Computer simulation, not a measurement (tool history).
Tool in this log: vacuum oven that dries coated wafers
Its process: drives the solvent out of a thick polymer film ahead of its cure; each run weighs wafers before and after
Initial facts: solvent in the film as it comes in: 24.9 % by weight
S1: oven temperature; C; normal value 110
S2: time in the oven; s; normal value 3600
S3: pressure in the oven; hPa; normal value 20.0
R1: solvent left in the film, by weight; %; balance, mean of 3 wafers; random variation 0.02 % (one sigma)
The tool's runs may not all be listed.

| run | hour | S1 | S2 | S3 | R1 |
|---|---|---|---|---|---|
| 1 | 0.0 | 110 | 3600 | 20.0 | 5.87 |
| 2 | 15.6 | 98 | 3600 | 20.0 | 9.80 |
| 3 | 30.1 | 98 | 3600 | 20.0 | 9.88 |
| 4 | 40.4 | 98 | 3600 | 20.0 | 9.88 |
| 5 | 52.5 | 98 | 3600 | 20.0 | 9.90 |
|  | 63.4 | oven's thermocouples calibrated |
| 6 | 71.5 | 98 | 3600 | 20.0 | 9.46 |
| 7 | 89.8 | 98 | 3600 | 20.0 | 9.51 |
| 8 | 99.4 | 98 | 3600 | 13.9 | 9.28 |
| 9 | 117.1 | 98 | 3600 | 13.9 | 9.29 |
| 10 | 127.3 | 110 | 3600 | 20.0 | 5.57 |
| 11 | 147.8 | 110 | 3600 | 20.0 | 5.57 |
| 12 | 165.2 | 110 | 3600 | 20.0 | 5.58 |
| 13 | 179.1 | 110 | 3600 | 20.0 | 5.61 |
| 14 | 195.6 | 110 | 3600 | 20.0 | 5.62 |
| 15 | 208.5 | 110 | 5340 | 20.0 | 3.19 |
| 16 | 218.4 | 110 | 5340 | 20.0 | 3.18 |
| 17 | 232.7 | 110 | 3600 | 20.0 | 5.58 |
| 18 | 244.2 | 110 | 3660 | 20.0 | 5.46 |
| 19 | 260.7 | 114 | 3660 | 16.8 | 4.28 |
| 20 | 276.4 | 114 | 3660 | 16.8 | 4.22 |
| 21 | 294.8 | 114 | 3660 | 16.8 | 4.26 |
| 22 | 310.2 | 114 | 3660 | 16.8 | 4.27 |
| 23 | 323.9 | 103 | 4320 | 34.3 | 6.96 |
| 24 | 344.9 | 103 | 4320 | 34.3 | 6.99 |
| 25 | 362.3 | 103 | 3420 | 46.8 | 8.91 |
| 26 | 374.0 | 102 | 3600 | 33.8 | 8.57 |
| 27 | 391.0 | 98 | 4200 | 16.3 | 8.32 |
| 28 | 405.0 | 106 | 2100 | 23.6 | 10.77 |
| 29 | 417.0 | 106 | 2100 | 23.6 | 10.74 |
| 30 | 429.4 | 120 | 6120 | 56.2 | 1.83 |
| 31 | 438.4 | 120 | 6120 | 56.2 | 1.82 |
| 32 | 457.2 | 120 | 6120 | 56.2 | 1.83 |
| 33 | 472.3 | 119 | 6360 | 12.6 | 0.91 |
| 34 | 483.2 | 118 | 5400 | 13.4 | 1.48 |
| 35 | 495.8 | 122 | 2040 | 69.3 | 6.81 |

Each run again, without the hidden state but with its own random variation kept:
Hidden state present: true wafer temperature over the reading, C; true pressure over the reading, kPa; drift of the gauge itself on solvent_pct, %.
| run | R1 |
|---|---|
| 1 | 5.65 |
| 2 | 9.55 |
| 3 | 9.63 |
| 4 | 9.63 |
| 5 | 9.65 |
| 6 | 9.56 |
| 7 | 9.61 |
| 8 | 9.37 |
| 9 | 9.39 |
| 10 | 5.65 |
| 11 | 5.66 |
| 12 | 5.66 |
| 13 | 5.69 |
| 14 | 5.69 |
| 15 | 3.24 |
| 16 | 3.23 |
| 17 | 5.65 |
| 18 | 5.53 |
| 19 | 4.34 |
| 20 | 4.28 |
| 21 | 4.31 |
| 22 | 4.32 |
| 23 | 7.02 |
| 24 | 7.05 |
| 25 | 8.97 |
| 26 | 8.62 |
| 27 | 8.37 |
| 28 | 10.82 |
| 29 | 10.79 |
| 30 | 1.83 |
| 31 | 1.82 |
| 32 | 1.83 |
| 33 | 0.91 |
| 34 | 1.49 |
| 35 | 6.85 |
